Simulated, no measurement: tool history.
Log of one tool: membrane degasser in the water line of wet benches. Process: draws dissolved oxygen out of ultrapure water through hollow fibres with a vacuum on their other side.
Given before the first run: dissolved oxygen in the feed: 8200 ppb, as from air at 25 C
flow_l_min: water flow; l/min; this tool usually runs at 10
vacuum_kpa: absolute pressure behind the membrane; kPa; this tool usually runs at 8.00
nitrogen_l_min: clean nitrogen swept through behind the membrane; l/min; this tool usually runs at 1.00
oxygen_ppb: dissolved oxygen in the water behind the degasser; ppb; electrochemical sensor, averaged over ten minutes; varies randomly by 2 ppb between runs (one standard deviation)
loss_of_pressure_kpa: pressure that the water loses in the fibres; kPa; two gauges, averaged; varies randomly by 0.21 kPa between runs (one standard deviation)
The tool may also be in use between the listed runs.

run    hour  flow_l_min  vacuum_kpa  nitrogen_l_min  oxygen_ppb  loss_of_pressure_kpa
  1     0.0          10        8.00            1.00       216.2                 52.34
       56.3  -- seals of the vacuum lines changed
  2   159.7          10        8.00            1.00       212.8                 52.38
  3   532.9          10        8.00            1.00       211.4                 52.38
  4   775.4          10        8.00            0.69       257.9                 52.62
  5  1114.5          10        8.25            1.00       217.7                 52.61
  6  1479.1          10        8.00            1.00       215.8                 52.44
  7  1800.2          10        6.60            1.00       182.9                 52.50
  8  2089.8          10        8.00            1.00       218.9                 52.45
  9  2384.6          10        8.00            1.00       214.7                 53.17
 10  2610.1          10        8.00            1.00       217.4                 52.53
     2635.5  -- vacuum gauge calibrated
 11  2900.8          10        8.00            1.00       218.2                 52.40
 12  3085.4          10        8.00            1.00       220.8                 52.49
 13  3286.0          10        8.00            1.00       221.3                 53.00
     3330.3  -- vacuum gauge calibrated, once more
 14  3617.8          10        8.00            1.00       218.7                 53.03
 15  3930.6          10        8.00            1.00       217.6                 52.95
 16  4092.9          10        8.00            1.00       218.6                 52.77
 17  4373.9          10        8.00            1.00       214.7                 52.94
 18  4656.3          10        8.00            1.00       218.2                 53.02
 19  4891.3          10        8.00            1.00       217.4                 53.24
 20  5149.9           7       18.76            0.53       526.9                 36.88
 21  5431.5          11       17.56            1.90       315.5                 58.41
 22  5692.6          11       17.56            1.90       321.8                 58.52
 23  5969.9          11       17.56            1.90       327.2                 58.51
 24  6194.0          11       17.56            1.90       324.2                 58.43
 25  6434.5          10        5.50            0.62       193.6                 53.34
 26  6657.1           8       13.22            1.69       196.8                 42.81
 27  6815.5           7       13.22            1.06       231.2                 37.50
 28  7074.2          13        9.67            0.60       453.8                 69.50
     7126.6  -- seals of the vacuum lines changed
 29  7414.0          10       13.12            1.77       241.3                 53.66
 30  7608.5           7        8.00            1.74       112.3                 37.47
 31  7932.8          10        4.97            1.18       145.0                 53.73
 32  8304.2          10        4.97            1.18       146.8                 53.73

Below are 4 alternative next runs, each starting from the tool's condition after run 32. Predict each:
     8403.0  -- vacuum gauge calibrated
  A  8610.1          10       15.16            1.00           ?                     ?
     8403.0  -- vacuum gauge calibrated
  B  8610.1          10        5.06            1.00           ?                     ?
     8403.0  -- vacuum gauge calibrated
  C  8610.1          10        9.61            1.79           ?                     ?
     8403.0  -- vacuum gauge calibrated
  D  8610.1          10        4.97            0.46           ?                     ?

run  oxygen_ppb  loss_of_pressure_kpa
  A       382.5                 52.81
  B       154.4                 53.61
  C       193.9                 53.41
  D       194.5                 53.69
Stripped of hidden state, with their random variation kept, the same runs would have yielded:
run  oxygen_ppb  loss_of_pressure_kpa
  A       359.7                 50.27
  B       132.9                 51.04
  C       172.2                 50.83
  D       173.2                 51.12
